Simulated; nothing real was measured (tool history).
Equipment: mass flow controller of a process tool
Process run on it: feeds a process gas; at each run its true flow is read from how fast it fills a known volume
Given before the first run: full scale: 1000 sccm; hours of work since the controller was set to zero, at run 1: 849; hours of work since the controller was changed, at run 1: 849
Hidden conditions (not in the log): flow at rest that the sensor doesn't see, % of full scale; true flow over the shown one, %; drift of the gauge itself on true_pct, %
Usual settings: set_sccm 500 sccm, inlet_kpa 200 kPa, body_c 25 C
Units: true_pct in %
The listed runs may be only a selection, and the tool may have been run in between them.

run,day,set_sccm,inlet_kpa,body_c,hours of work since the controller was set to zero,hours of work since the controller was changed,true_pct
1,0,500,200,25,849,849,99.3
2,7,500,200,25,981,981,99.35
3,12.7,500,200,25,1089,1089,99.44
4,15.583,500,200,25,1143,1143,99.34
5,22.392,469,200,25,1271,1271,99.35
6,27.271,500,184,25,1363,1363,99.38
7,31.796,500,184,25,1449,1449,99.52
8,35.746,500,184,27,1523,1523,99.35
9,39.938,581,200,25,1602,1602,99.56
10,43.062,581,200,25,1661,1661,99.7
11,48.842,581,200,25,1770,1770,99.64
12,52.117,500,141,25,1832,1832,99.26
13,56.833,500,141,25,1921,1921,99.32
14,63.721,500,141,25,2050,2050,99.29
15,69.192,500,200,35,2153,2153,99.06
16,73.167,727,200,25,2228,2228,99.9
17,79.221,727,200,25,2343,2343,99.92
18,83.108,271,200,25,2416,2416,98.49
19,87.967,271,200,25,2507,2507,98.37
20,92.717,392,175,25,2597,2597,99.02
21,99.25,392,175,25,2720,2720,99.04
22,105.421,155,175,35,2836,2836,96.01
23,110.7,768,213,25,2936,2936,100.11
24,117.262,593,213,22,3059,3059,99.96
25,123.217,942,143,34,3172,3172,100.09
26,129.075,115,160,27,3282,3282,94.26
27,134.612,500,162,25,3386,3386,99.67
28,141.325,500,200,29,3513,3513,99.5
29,144.471,500,186,29,3572,3572,99.31
30,149.942,500,186,29,3675,3675,99.42
31,153.55,500,200,23,3743,3743,99.66
32,157.288,500,202,21,3814,3814,99.85

Below, some changes in true_pct between adjacent runs. For each, the amount present without the hidden state too (settings, incoming material, random variation) and the amount remaining for the hidden state with gauge scatter not shared by both compared results:
Run 22 -> 23: set_sccm 155 -> 768, inlet_kpa 175 -> 213, body_c 35 -> 25. true_pct +4.1 %: hidden state +3.34, all else +0.76.
Run 25 -> 26: set_sccm 942 -> 115, inlet_kpa 143 -> 160, body_c 34 -> 27. true_pct -5.83 %: hidden state -5.56, all else -0.27.
Run 26 -> 27: set_sccm 115 -> 500, inlet_kpa 160 -> 162, body_c 27 -> 25. true_pct +5.41 %: hidden state +4.91, all else +0.5.

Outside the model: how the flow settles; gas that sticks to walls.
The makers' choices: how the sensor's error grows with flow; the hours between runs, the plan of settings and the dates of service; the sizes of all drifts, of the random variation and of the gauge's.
